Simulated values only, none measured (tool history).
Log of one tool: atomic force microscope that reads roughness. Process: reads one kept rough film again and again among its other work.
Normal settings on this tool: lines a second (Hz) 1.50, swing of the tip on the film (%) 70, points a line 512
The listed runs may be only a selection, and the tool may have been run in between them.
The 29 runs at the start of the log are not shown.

run,hour,lines a second (Hz),swing of the tip on the film (%),points a line,roughness of the kept film (nm (root mean square))
30,263.3,1.38,81,675,2.397
31,273.7,1.50,70,512,2.412
32,283.3,0.57,72,512,2.428
33,295.4,1.55,72,344,2.350
34,306.0,3.23,62,710,2.341
35,313.6,3.23,62,710,2.319
36,326.0,3.23,62,710,2.299
37,334.3,1.43,70,402,2.301
38,342.5,1.57,75,402,2.283
39,353.7,1.81,70,482,2.257
40,359.8,1.50,59,395,2.303
41,371.5,1.50,59,395,2.300

Alternative continuations, all from the tool just after run 41; predict every row:
A,380.4,1.50,76,379,?
B,380.4,2.55,68,512,?
C,380.4,1.50,59,325,?
D,380.4,1.50,59,272,?
E,380.4,2.27,56,570,?

run,roughness of the kept film (nm (root mean square))
A,2.222
B,2.210
C,2.255
D,2.232
E,2.272
Without the tool's hidden state the same runs would have given:
run,roughness of the kept film (nm (root mean square))
A,2.411
B,2.398
C,2.447
D,2.423
E,2.466
